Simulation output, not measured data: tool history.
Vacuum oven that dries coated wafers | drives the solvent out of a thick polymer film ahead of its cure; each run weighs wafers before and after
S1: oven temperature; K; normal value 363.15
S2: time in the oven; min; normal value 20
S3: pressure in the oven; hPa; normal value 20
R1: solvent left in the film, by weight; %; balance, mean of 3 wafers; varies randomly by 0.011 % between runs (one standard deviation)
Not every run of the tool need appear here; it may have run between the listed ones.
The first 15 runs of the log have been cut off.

| run | day | S1 | S2 | S3 | R1 |
|---|---|---|---|---|---|
| 16 | 19.504 | 363.15 | 20 | 25.9 | 1.47 |
| 17 | 20.629 | 363.15 | 27 | 20 | 0.93 |
| 18 | 22.071 | 363.15 | 27 | 20 | 0.95 |
| 19 | 23.9 | 363.15 | 27 | 20 | 0.96 |
| 20 | 25.146 | 363.15 | 27 | 20 | 0.96 |
| 21 | 26.708 | 361.15 | 27 | 15.3 | 0.89 |
| 22 | 28.5 | 360.15 | 18 | 14.2 | 1.68 |
| 23 | 29.396 | 360.15 | 18 | 14.2 | 1.67 |
| 24 | 30.762 | 360.15 | 17 | 20 | 2.07 |
| 25 | 32.017 | 360.15 | 34 | 49.5 | 2.29 |
| 26 | 33.671 | 363.15 | 11 | 43.8 | 3.6 |
| 27 | 34.504 | 363.15 | 11 | 43.8 | 3.58 |
| 28 | 35.442 | 363.15 | 11 | 43.8 | 3.56 |
| 29 | 36.954 | 367.15 | 17 | 10.3 | 0.7 |
| 30 | 38.675 | 368.15 | 33 | 37.4 | 1.23 |
| 31 | 40.438 | 368.15 | 33 | 37.4 | 1.23 |
| 32 | 42.233 | 370.15 | 33 | 35.9 | 1.08 |
| 33 | 43.383 | 363.15 | 20 | 31.5 | 1.69 |
| 34 | 45.033 | 371.15 | 15 | 12 | 0.62 |
| 35 | 45.825 | 371.15 | 15 | 12 | 0.61 |
| 36 | 46.867 | 353.15 | 20 | 20.3 | 3.21 |
| 37 | 47.879 | 363.15 | 26 | 24 | 1.14 |
| 38 | 49.217 | 356.15 | 20 | 35.2 | 3.17 |
| 39 | 50.454 | 377.15 | 13 | 16.1 | 0.48 |
| 40 | 51.742 | 363.15 | 20 | 78.9 | 3.49 |

Here are 5 independent what-if runs from the current tool condition. What would each one return?
| A | 53.5 | 376.15 | 16 | 24.4 | ? |
| B | 53.5 | 351.15 | 14 | 12.5 | ? |
| C | 53.5 | 363.15 | 29 | 20 | ? |
| D | 53.5 | 363.15 | 20 | 12.2 | ? |
| E | 53.5 | 363.15 | 11 | 55.2 | ? |

| run | R1 |
|---|---|
| A | 0.66 |
| B | 4.86 |
| C | 0.88 |
| D | 0.96 |
| E | 3.94 |
With the hidden condition removed and each run's random variation left untouched, the same runs would have given:
| run | R1 |
|---|---|
| A | 0.66 |
| B | 4.86 |
| C | 0.88 |
| D | 0.97 |
| E | 3.95 |
